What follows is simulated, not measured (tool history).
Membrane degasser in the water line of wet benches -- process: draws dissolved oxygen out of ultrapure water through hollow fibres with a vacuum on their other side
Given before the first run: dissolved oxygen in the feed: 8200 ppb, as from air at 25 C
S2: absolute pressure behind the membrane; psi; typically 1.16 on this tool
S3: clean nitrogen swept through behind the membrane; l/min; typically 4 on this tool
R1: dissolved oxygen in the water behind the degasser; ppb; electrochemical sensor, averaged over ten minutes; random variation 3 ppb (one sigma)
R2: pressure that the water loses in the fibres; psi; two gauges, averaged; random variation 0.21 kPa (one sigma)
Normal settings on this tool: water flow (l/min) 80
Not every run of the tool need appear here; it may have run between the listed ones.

run 1 day=0 | water_flow_(l/min)=80 S2=1.16 S3=4 | R1=390 R2=9.068
run 2 day=4.446 | water_flow_(l/min)=80 S2=1.16 S3=4 | R1=392.7 R2=9.045
run 3 day=8.142 | water_flow_(l/min)=112 S2=1.16 S3=4 | R1=587.4 R2=12.646
run 4 day=13.817 | water_flow_(l/min)=112 S2=1.16 S3=4 | R1=586.8 R2=12.731
run 5 day=19.158 | water_flow_(l/min)=112 S2=1.16 S3=4 | R1=582.1 R2=12.665
-- day=20.975 vacuum gauge calibrated
run 6 day=22.738 | water_flow_(l/min)=122 S2=1.16 S3=7.7 | R1=513.5 R2=13.741
run 7 day=26.325 | water_flow_(l/min)=96 S2=1.226 S3=4 | R1=508.1 R2=10.863
run 8 day=31.433 | water_flow_(l/min)=80 S2=2.64 S3=4 | R1=794.2 R2=9.046
run 9 day=35.512 | water_flow_(l/min)=80 S2=1.578 S3=4 | R1=510 R2=9.042
run 10 day=40.254 | water_flow_(l/min)=80 S2=1.578 S3=4 | R1=505.8 R2=9.029

Predict each of these 5 candidate next runs independently; none follows another, all start after run 10:
run A day=46.242 | water_flow_(l/min)=80 S2=2.614 S3=4 | R1=? R2=?
run B day=46.242 | water_flow_(l/min)=80 S2=1.275 S3=2.73 | R1=? R2=?
run C day=46.242 | water_flow_(l/min)=127 S2=1.578 S3=4 | R1=? R2=?
run D day=46.242 | water_flow_(l/min)=76 S2=0.996 S3=10.51 | R1=? R2=?
run E day=46.242 | water_flow_(l/min)=80 S2=0.953 S3=4 | R1=? R2=?

run=A R1=781.6 R2=9.088
run=B R1=515.9 R2=9
run=C R1=823.6 R2=14.322
run=D R1=236 R2=8.638
run=E R1=331.4 R2=9.039
With the hidden condition removed and each run's random variation left untouched, the same runs would have given:
run=A R1=781.2 R2=9.082
run=B R1=515.5 R2=8.994
run=C R1=823 R2=14.314
run=D R1=235.6 R2=8.633
run=E R1=330.9 R2=9.033
